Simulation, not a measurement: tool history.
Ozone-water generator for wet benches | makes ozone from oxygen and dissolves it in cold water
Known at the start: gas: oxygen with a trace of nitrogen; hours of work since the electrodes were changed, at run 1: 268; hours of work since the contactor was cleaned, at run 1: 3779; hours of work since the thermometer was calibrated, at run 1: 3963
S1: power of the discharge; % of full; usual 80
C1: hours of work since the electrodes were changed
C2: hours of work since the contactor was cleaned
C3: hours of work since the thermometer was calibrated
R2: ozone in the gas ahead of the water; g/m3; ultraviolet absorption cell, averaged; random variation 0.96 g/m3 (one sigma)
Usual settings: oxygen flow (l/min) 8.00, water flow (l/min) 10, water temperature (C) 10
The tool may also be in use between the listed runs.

{"run": 1, "hour": 0.0, "S1": 80, "oxygen flow (l/min)": 8.0, "water flow (l/min)": 10, "water temperature (C)": 10, "C1": 268, "C2": 3779, "C3": 3963, "dissolved ozone (ppm)": 37.8, "R2": 166.6}
{"run": 2, "hour": 32.2, "S1": 80, "oxygen flow (l/min)": 8.0, "water flow (l/min)": 10, "water temperature (C)": 10, "C1": 293, "C2": 3805, "C3": 3989, "dissolved ozone (ppm)": 37.8, "R2": 163.8}
{"run": 3, "hour": 64.5, "S1": 80, "oxygen flow (l/min)": 8.0, "water flow (l/min)": 10, "water temperature (C)": 10, "C1": 319, "C2": 3831, "C3": 4015, "dissolved ozone (ppm)": 37.8, "R2": 163.1}
{"run": 4, "hour": 103.5, "S1": 80, "oxygen flow (l/min)": 8.0, "water flow (l/min)": 10, "water temperature (C)": 10, "C1": 350, "C2": 3862, "C3": 4046, "dissolved ozone (ppm)": 38.2, "R2": 164.9}
{"run": 5, "hour": 155.8, "S1": 80, "oxygen flow (l/min)": 8.0, "water flow (l/min)": 10, "water temperature (C)": 10, "C1": 392, "C2": 3903, "C3": 4087, "dissolved ozone (ppm)": 38.1, "R2": 164.3}
{"run": 6, "hour": 199.7, "S1": 80, "oxygen flow (l/min)": 8.0, "water flow (l/min)": 10, "water temperature (C)": 10, "C1": 427, "C2": 3938, "C3": 4122, "dissolved ozone (ppm)": 38.2, "R2": 163.7}
{"run": 7, "hour": 240.8, "S1": 80, "oxygen flow (l/min)": 8.0, "water flow (l/min)": 10, "water temperature (C)": 10, "C1": 460, "C2": 3971, "C3": 4155, "dissolved ozone (ppm)": 37.8, "R2": 164.1}
{"run": 8, "hour": 273.5, "S1": 80, "oxygen flow (l/min)": 8.0, "water flow (l/min)": 10, "water temperature (C)": 10, "C1": 486, "C2": 3997, "C3": 4181, "dissolved ozone (ppm)": 38.0, "R2": 163.4}
{"run": 9, "hour": 316.1, "S1": 80, "oxygen flow (l/min)": 8.0, "water flow (l/min)": 10, "water temperature (C)": 10, "C1": 520, "C2": 4031, "C3": 4215, "dissolved ozone (ppm)": 37.9, "R2": 164.9}
{"run": 10, "hour": 374.5, "S1": 80, "oxygen flow (l/min)": 8.0, "water flow (l/min)": 13, "water temperature (C)": 10, "C1": 566, "C2": 4078, "C3": 4262, "dissolved ozone (ppm)": 32.3, "R2": 164.7}
{"run": 11, "hour": 444.5, "S1": 80, "oxygen flow (l/min)": 8.0, "water flow (l/min)": 13, "water temperature (C)": 10, "C1": 622, "C2": 4134, "C3": 4317, "dissolved ozone (ppm)": 33.0, "R2": 163.8}
{"run": 12, "hour": 478.7, "S1": 80, "oxygen flow (l/min)": 8.0, "water flow (l/min)": 13, "water temperature (C)": 10, "C1": 649, "C2": 4161, "C3": 4345, "dissolved ozone (ppm)": 32.4, "R2": 163.4}
{"run": 13, "hour": 527.2, "S1": 80, "oxygen flow (l/min)": 8.0, "water flow (l/min)": 13, "water temperature (C)": 10, "C1": 688, "C2": 4199, "C3": 4383, "dissolved ozone (ppm)": 32.6, "R2": 164.6}
{"run": 14, "hour": 601.4, "S1": 80, "oxygen flow (l/min)": 8.0, "water flow (l/min)": 13, "water temperature (C)": 10, "C1": 747, "C2": 4259, "C3": 4442, "dissolved ozone (ppm)": 32.4, "R2": 164.1}
{"run": 15, "hour": 668.4, "S1": 80, "oxygen flow (l/min)": 8.0, "water flow (l/min)": 13, "water temperature (C)": 10, "C1": 800, "C2": 4312, "C3": 4496, "dissolved ozone (ppm)": 32.2, "R2": 163.9}
{"run": 16, "hour": 740.0, "S1": 80, "oxygen flow (l/min)": 8.0, "water flow (l/min)": 10, "water temperature (C)": 10, "C1": 858, "C2": 4369, "C3": 4553, "dissolved ozone (ppm)": 37.8, "R2": 165.4}
{"run": 17, "hour": 792.1, "S1": 80, "oxygen flow (l/min)": 8.0, "water flow (l/min)": 10, "water temperature (C)": 8, "C1": 899, "C2": 4411, "C3": 4594, "dissolved ozone (ppm)": 39.6, "R2": 164.5}
{"run": 18, "hour": 825.5, "S1": 80, "oxygen flow (l/min)": 8.0, "water flow (l/min)": 10, "water temperature (C)": 8, "C1": 926, "C2": 4437, "C3": 4621, "dissolved ozone (ppm)": 39.5, "R2": 163.1}
{"run": 19, "hour": 884.4, "S1": 72, "oxygen flow (l/min)": 4.62, "water flow (l/min)": 15, "water temperature (C)": 7, "C1": 973, "C2": 4484, "C3": 4668, "dissolved ozone (ppm)": 25.8, "R2": 177.1}

Forecast run 20:
{"run": 20, "hour": 936.0, "S1": 72, "oxygen flow (l/min)": 4.92, "water flow (l/min)": 15, "water temperature (C)": 8, "C1": 1014, "C2": 4525, "C3": 4709, "dissolved ozone (ppm)": "?", "R2": "?"}

dissolved ozone (ppm): 25.7
R2: 175.8 g/m3
Without the tool's hidden state the same run would have given dissolved ozone (ppm) 25.7, R2 178.7 g/m3.
